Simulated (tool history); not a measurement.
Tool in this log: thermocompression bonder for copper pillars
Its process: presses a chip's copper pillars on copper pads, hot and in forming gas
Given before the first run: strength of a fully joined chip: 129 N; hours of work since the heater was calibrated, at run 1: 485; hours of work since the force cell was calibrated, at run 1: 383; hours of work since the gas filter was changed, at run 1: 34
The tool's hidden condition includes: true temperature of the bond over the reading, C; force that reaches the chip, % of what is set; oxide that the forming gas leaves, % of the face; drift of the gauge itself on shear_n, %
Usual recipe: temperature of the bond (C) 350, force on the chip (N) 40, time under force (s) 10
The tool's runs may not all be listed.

| run | hour | temperature of the bond (C) | force on the chip (N) | time under force (s) | hours of work since the heater was calibrated | hours of work since the force cell was calibrated | hours of work since the gas filter was changed | force that shears a chip off (N) |
|---|---|---|---|---|---|---|---|---|
| 1 | 0.0 | 350 | 40 | 10 | 485 | 383 | 34 | 67.3 |
| 2 | 13.7 | 350 | 40 | 10 | 493 | 390 | 41 | 66.2 |
| 3 | 29.5 | 350 | 40 | 10 | 501 | 399 | 50 | 65.5 |
| 4 | 46.8 | 332 | 40 | 10 | 511 | 408 | 59 | 57.1 |
| 5 | 58.3 | 332 | 47 | 10 | 517 | 415 | 65 | 64.5 |
| 6 | 76.3 | 339 | 47 | 10 | 527 | 424 | 75 | 68.1 |
| 7 | 89.9 | 350 | 40 | 10 | 534 | 432 | 82 | 65.2 |
| 8 | 105.3 | 329 | 31 | 5 | 542 | 440 | 91 | 34.1 |
| 9 | 125.1 | 329 | 31 | 5 | 553 | 451 | 102 | 34.2 |
| 10 | 146.2 | 378 | 31 | 7 | 565 | 462 | 113 | 58.5 |
| 11 | 164.1 | 329 | 40 | 10 | 574 | 472 | 123 | 53.7 |
| 12 | 176.6 | 329 | 40 | 10 | 581 | 479 | 129 | 53.9 |
| 13 | 191.6 | 350 | 40 | 22 | 589 | 487 | 138 | 81.1 |
| 14 | 205.9 | 350 | 40 | 22 | 597 | 495 | 145 | 81.4 |

Same runs, no hidden state in the tool, same run-to-run variation:
| run | force that shears a chip off (N) |
|---|---|
| 1 | 67.6 |
| 2 | 66.7 |
| 3 | 66.2 |
| 4 | 57.8 |
| 5 | 65.5 |
| 6 | 69.5 |
| 7 | 66.9 |
| 8 | 34.9 |
| 9 | 35.2 |
| 10 | 60.9 |
| 11 | 56.0 |
| 12 | 56.3 |
| 13 | 85.6 |
| 14 | 86.2 |
